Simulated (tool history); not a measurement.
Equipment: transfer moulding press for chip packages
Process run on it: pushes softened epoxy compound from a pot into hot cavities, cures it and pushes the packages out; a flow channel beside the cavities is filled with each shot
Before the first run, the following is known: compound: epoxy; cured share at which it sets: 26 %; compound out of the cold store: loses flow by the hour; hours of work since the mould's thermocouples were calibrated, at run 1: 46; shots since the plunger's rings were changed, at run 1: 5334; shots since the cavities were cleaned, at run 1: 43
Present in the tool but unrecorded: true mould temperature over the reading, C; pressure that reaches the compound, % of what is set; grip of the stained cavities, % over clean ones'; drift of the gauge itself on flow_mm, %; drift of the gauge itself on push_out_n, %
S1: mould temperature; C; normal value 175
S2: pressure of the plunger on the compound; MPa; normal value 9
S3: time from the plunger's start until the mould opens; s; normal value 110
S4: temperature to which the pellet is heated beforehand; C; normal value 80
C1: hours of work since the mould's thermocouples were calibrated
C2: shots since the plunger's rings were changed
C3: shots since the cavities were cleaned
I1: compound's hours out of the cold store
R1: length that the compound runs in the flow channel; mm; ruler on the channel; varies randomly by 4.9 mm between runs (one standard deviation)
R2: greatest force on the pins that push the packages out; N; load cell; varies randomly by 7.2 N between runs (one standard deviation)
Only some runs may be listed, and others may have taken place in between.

{"run": 1, "hour": 0.0, "S1": 175, "S2": 9, "S3": 110, "S4": 80, "C1": 46, "C2": 5334, "C3": 43, "I1": 47.2, "R1": 672, "R2": 305}
{"hour": 26.2, "done": "plunger's sealing rings changed"}
{"run": 2, "hour": 56.6, "S1": 175, "S2": 9, "S3": 115, "S4": 80, "C1": 84, "C2": 326, "C3": 623, "I1": 23.6, "R1": 885, "R2": 398}
{"hour": 62.7, "done": "cavities cleaned with cleaning compound and waxed"}
{"hour": 127.9, "done": "cavities cleaned with cleaning compound and waxed"}
{"run": 3, "hour": 151.0, "S1": 175, "S2": 9, "S3": 115, "S4": 80, "C1": 148, "C2": 1307, "C3": 249, "I1": 43.7, "R1": 763, "R2": 340}
{"hour": 195.7, "done": "cavities cleaned with cleaning compound and waxed"}
{"run": 4, "hour": 204.8, "S1": 175, "S2": 9, "S3": 115, "S4": 80, "C1": 185, "C2": 1867, "C3": 97, "I1": 12.9, "R1": 933, "R2": 313}
{"hour": 264.4, "done": "cavities cleaned with cleaning compound and waxed"}
{"run": 5, "hour": 297.9, "S1": 175, "S2": 9, "S3": 115, "S4": 80, "C1": 249, "C2": 2850, "C3": 359, "I1": 43.4, "R1": 736, "R2": 368}
{"hour": 333.2, "done": "cavities cleaned with cleaning compound and waxed"}
{"run": 6, "hour": 364.8, "S1": 175, "S2": 9, "S3": 110, "S4": 79, "C1": 295, "C2": 3552, "C3": 339, "I1": 27.2, "R1": 809, "R2": 396}
{"hour": 399.0, "done": "cavities cleaned with cleaning compound and waxed"}
{"hour": 422.9, "done": "mould's thermocouples calibrated"}
{"run": 7, "hour": 460.3, "S1": 175, "S2": 9, "S3": 91, "S4": 80, "C1": 26, "C2": 4539, "C3": 636, "I1": 34.5, "R1": 761, "R2": 631}
{"hour": 468.6, "done": "cavities cleaned with cleaning compound and waxed"}
{"run": 8, "hour": 523.1, "S1": 175, "S2": 9, "S3": 91, "S4": 80, "C1": 69, "C2": 5196, "C3": 585, "I1": 27.9, "R1": 778, "R2": 632}
{"hour": 534.2, "done": "cavities cleaned with cleaning compound and waxed"}
{"hour": 569.3, "done": "plunger's sealing rings changed"}
{"hour": 606.7, "done": "cavities cleaned with cleaning compound and waxed"}
{"run": 9, "hour": 607.1, "S1": 170, "S2": 9, "S3": 91, "S4": 76, "C1": 124, "C2": 390, "C3": 5, "I1": 17.1, "R1": 936, "R2": 635}
{"hour": 654.8, "done": "mould's thermocouples calibrated, once more"}
{"hour": 675.6, "done": "cavities cleaned with cleaning compound and waxed"}
{"run": 10, "hour": 675.6, "S1": 178, "S2": 7.59, "S3": 91, "S4": 72, "C1": 13, "C2": 1087, "C3": 0, "I1": 18.6, "R1": 820, "R2": 363}
{"hour": 740.1, "done": "cavities cleaned with cleaning compound and waxed"}
{"run": 11, "hour": 740.1, "S1": 182, "S2": 7.44, "S3": 110, "S4": 80, "C1": 58, "C2": 1762, "C3": 0, "I1": 36.8, "R1": 717, "R2": 243}
{"hour": 808.8, "done": "cavities cleaned with cleaning compound and waxed"}
{"run": 12, "hour": 815.3, "S1": 175, "S2": 9, "S3": 110, "S4": 84, "C1": 109, "C2": 2554, "C3": 71, "I1": 38.5, "R1": 769, "R2": 315}
{"hour": 881.4, "done": "cavities cleaned with cleaning compound and waxed"}
{"run": 13, "hour": 909.2, "S1": 172, "S2": 8.29, "S3": 110, "S4": 78, "C1": 174, "C2": 3544, "C3": 298, "I1": 8.7, "R1": 877, "R2": 474}
{"hour": 949.2, "done": "cavities cleaned with cleaning compound and waxed"}
{"run": 14, "hour": 965.1, "S1": 172, "S2": 8.29, "S3": 110, "S4": 89, "C1": 212, "C2": 4128, "C3": 171, "I1": 42.4, "R1": 699, "R2": 385}
{"hour": 1013.4, "done": "cavities cleaned with cleaning compound and waxed"}
{"run": 15, "hour": 1039.7, "S1": 170, "S2": 8.29, "S3": 110, "S4": 80, "C1": 263, "C2": 4911, "C3": 282, "I1": 11.8, "R1": 849, "R2": 538}
{"hour": 1077.4, "done": "cavities cleaned with cleaning compound and waxed"}
{"run": 16, "hour": 1094.6, "S1": 180, "S2": 7.26, "S3": 141, "S4": 74, "C1": 300, "C2": 5484, "C3": 184, "I1": 26.6, "R1": 686, "R2": 275}

What would each run have given without the hidden state, its run-to-run variation left as it was?
run=1 R1=760 R2=284
run=2 R1=892 R2=263
run=3 R1=784 R2=263
run=4 R1=970 R2=275
run=5 R1=782 R2=263
run=6 R1=873 R2=290
run=7 R1=839 R2=402
run=8 R1=870 R2=406
run=9 R1=946 R2=601
run=10 R1=841 R2=355
run=11 R1=744 R2=238
run=12 R1=813 R2=286
run=13 R1=947 R2=354
run=14 R1=765 R2=315
run=15 R1=946 R2=405
run=16 R1=777 R2=223
